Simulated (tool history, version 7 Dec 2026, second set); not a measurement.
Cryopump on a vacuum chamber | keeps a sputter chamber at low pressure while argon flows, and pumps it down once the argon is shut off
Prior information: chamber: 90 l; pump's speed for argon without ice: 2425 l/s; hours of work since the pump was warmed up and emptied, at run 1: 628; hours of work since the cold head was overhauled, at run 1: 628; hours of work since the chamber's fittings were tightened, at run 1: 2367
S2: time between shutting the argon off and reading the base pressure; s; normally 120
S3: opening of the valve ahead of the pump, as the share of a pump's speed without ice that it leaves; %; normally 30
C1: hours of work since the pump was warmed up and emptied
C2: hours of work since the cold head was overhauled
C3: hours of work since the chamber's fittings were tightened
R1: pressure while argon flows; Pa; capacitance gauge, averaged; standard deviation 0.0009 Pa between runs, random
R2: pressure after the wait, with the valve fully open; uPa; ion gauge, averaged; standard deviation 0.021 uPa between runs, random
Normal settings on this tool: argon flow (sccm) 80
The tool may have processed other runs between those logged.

{"run": 1, "hour": 0.0, "argon flow (sccm)": 80, "S2": 120, "S3": 30, "C1": 628, "C2": 628, "C3": 2367, "R1": 0.1955, "R2": 1.14}
{"run": 2, "hour": 30.2, "argon flow (sccm)": 80, "S2": 120, "S3": 30, "C1": 651, "C2": 651, "C3": 2390, "R1": 0.1968, "R2": 1.22}
{"run": 3, "hour": 60.8, "argon flow (sccm)": 49, "S2": 120, "S3": 30, "C1": 675, "C2": 675, "C3": 2414, "R1": 0.1215, "R2": 1.21}
{"run": 4, "hour": 96.6, "argon flow (sccm)": 49, "S2": 120, "S3": 30, "C1": 703, "C2": 703, "C3": 2442, "R1": 0.1216, "R2": 1.22}
{"run": 5, "hour": 112.7, "argon flow (sccm)": 80, "S2": 120, "S3": 30, "C1": 716, "C2": 716, "C3": 2455, "R1": 0.2, "R2": 1.16}
{"run": 6, "hour": 144.7, "argon flow (sccm)": 80, "S2": 25, "S3": 30, "C1": 741, "C2": 741, "C3": 2480, "R1": 0.2, "R2": 2.42}
{"run": 7, "hour": 168.2, "argon flow (sccm)": 80, "S2": 120, "S3": 30, "C1": 760, "C2": 760, "C3": 2499, "R1": 0.2013, "R2": 1.22}
{"run": 8, "hour": 197.5, "argon flow (sccm)": 80, "S2": 120, "S3": 30, "C1": 783, "C2": 783, "C3": 2522, "R1": 0.2028, "R2": 1.27}
{"run": 9, "hour": 214.1, "argon flow (sccm)": 80, "S2": 120, "S3": 30, "C1": 796, "C2": 796, "C3": 2535, "R1": 0.2005, "R2": 1.28}
{"run": 10, "hour": 246.5, "argon flow (sccm)": 80, "S2": 120, "S3": 30, "C1": 821, "C2": 821, "C3": 2560, "R1": 0.2024, "R2": 1.27}
{"run": 11, "hour": 272.2, "argon flow (sccm)": 80, "S2": 120, "S3": 30, "C1": 841, "C2": 841, "C3": 2580, "R1": 0.2036, "R2": 1.29}
{"run": 12, "hour": 300.4, "argon flow (sccm)": 80, "S2": 120, "S3": 30, "C1": 863, "C2": 863, "C3": 2602, "R1": 0.2023, "R2": 1.36}
{"run": 13, "hour": 332.2, "argon flow (sccm)": 63, "S2": 120, "S3": 30, "C1": 888, "C2": 888, "C3": 2627, "R1": 0.16, "R2": 1.4}
{"run": 14, "hour": 359.1, "argon flow (sccm)": 80, "S2": 255, "S3": 30, "C1": 909, "C2": 909, "C3": 2648, "R1": 0.2047, "R2": 1.14}
{"run": 15, "hour": 390.7, "argon flow (sccm)": 80, "S2": 120, "S3": 40, "C1": 934, "C2": 934, "C3": 2673, "R1": 0.1589, "R2": 1.35}
{"run": 16, "hour": 418.3, "argon flow (sccm)": 80, "S2": 120, "S3": 40, "C1": 956, "C2": 956, "C3": 2695, "R1": 0.159, "R2": 1.36}
{"run": 17, "hour": 441.3, "argon flow (sccm)": 80, "S2": 120, "S3": 30, "C1": 974, "C2": 974, "C3": 2713, "R1": 0.2036, "R2": 1.38}
{"run": 18, "hour": 477.4, "argon flow (sccm)": 80, "S2": 120, "S3": 35, "C1": 1002, "C2": 1002, "C3": 2741, "R1": 0.1818, "R2": 1.41}
{"run": 19, "hour": 507.5, "argon flow (sccm)": 72, "S2": 274, "S3": 35, "C1": 1026, "C2": 1026, "C3": 2765, "R1": 0.1636, "R2": 1.22}
{"run": 20, "hour": 544.9, "argon flow (sccm)": 58, "S2": 66, "S3": 58, "C1": 1055, "C2": 1055, "C3": 2794, "R1": 0.0855, "R2": 1.68}
{"run": 21, "hour": 563.8, "argon flow (sccm)": 58, "S2": 120, "S3": 35, "C1": 1070, "C2": 1070, "C3": 2809, "R1": 0.1328, "R2": 1.48}
{"run": 22, "hour": 601.5, "argon flow (sccm)": 77, "S2": 199, "S3": 44, "C1": 1100, "C2": 1100, "C3": 2838, "R1": 0.1457, "R2": 1.37}
{"run": 23, "hour": 620.0, "argon flow (sccm)": 77, "S2": 199, "S3": 44, "C1": 1114, "C2": 1114, "C3": 2853, "R1": 0.1452, "R2": 1.33}
{"hour": 634.0, "done": "pump warmed up, emptied and cooled again"}
{"run": 24, "hour": 662.0, "argon flow (sccm)": 77, "S2": 199, "S3": 44, "C1": 22, "C2": 1143, "C3": 2882, "R1": 0.1227, "R2": 1.02}
{"run": 25, "hour": 691.5, "argon flow (sccm)": 77, "S2": 199, "S3": 44, "C1": 45, "C2": 1166, "C3": 2905, "R1": 0.1232, "R2": 1.01}
{"run": 26, "hour": 707.7, "argon flow (sccm)": 77, "S2": 36, "S3": 21, "C1": 58, "C2": 1179, "C3": 2918, "R1": 0.2558, "R2": 1.93}
{"run": 27, "hour": 725.9, "argon flow (sccm)": 62, "S2": 120, "S3": 52, "C1": 72, "C2": 1193, "C3": 2932, "R1": 0.0849, "R2": 1.17}
{"run": 28, "hour": 751.6, "argon flow (sccm)": 159, "S2": 125, "S3": 52, "C1": 92, "C2": 1214, "C3": 2952, "R1": 0.2174, "R2": 1.16}
{"run": 29, "hour": 771.5, "argon flow (sccm)": 159, "S2": 125, "S3": 52, "C1": 108, "C2": 1229, "C3": 2968, "R1": 0.2184, "R2": 1.17}
{"hour": 783.1, "done": "leaking fittings of the chamber tightened, without venting"}
{"run": 30, "hour": 801.1, "argon flow (sccm)": 74, "S2": 125, "S3": 39, "C1": 130, "C2": 1251, "C3": 14, "R1": 0.1336, "R2": 0.48}
{"run": 31, "hour": 828.4, "argon flow (sccm)": 85, "S2": 61, "S3": 34, "C1": 151, "C2": 1272, "C3": 36, "R1": 0.1758, "R2": 0.82}
{"run": 32, "hour": 846.9, "argon flow (sccm)": 85, "S2": 125, "S3": 34, "C1": 165, "C2": 1287, "C3": 50, "R1": 0.1783, "R2": 0.49}
{"run": 33, "hour": 880.7, "argon flow (sccm)": 85, "S2": 125, "S3": 34, "C1": 192, "C2": 1313, "C3": 77, "R1": 0.1784, "R2": 0.49}
{"run": 34, "hour": 901.9, "argon flow (sccm)": 127, "S2": 51, "S3": 30, "C1": 209, "C2": 1330, "C3": 93, "R1": 0.3029, "R2": 0.93}
{"run": 35, "hour": 938.1, "argon flow (sccm)": 79, "S2": 265, "S3": 20, "C1": 237, "C2": 1358, "C3": 122, "R1": 0.2802, "R2": 0.34}

How the hidden state differs across the entries between the runs, from the last listed run before each to the first after it:
Logged between run 23 and run 24: pump warmed up, emptied and cooled again (hour 634)
  pump's speed, % of a pump's without ice: 70.1 -> 99.2; cold plate's temperature, K: 12.46 -> 12.47; leak into the chamber, uPa l/s: 1937 -> 1953
  difference, measured minus the result without the unlogged condition, R1: +0.0236 -> +0.001 Pa; R2: +1.02 -> +0.69 uPa
Logged between run 29 and run 30: leaking fittings of the chamber tightened, without venting (hour 783.1)
  pump's speed, % of a pump's without ice: 96.9 -> 96.2; leak into the chamber, uPa l/s: 2003 -> 369
  difference, measured minus the result without the unlogged condition, R1: +0.0047 -> +0.0025 Pa; R2: +0.73 -> +0.04 uPa
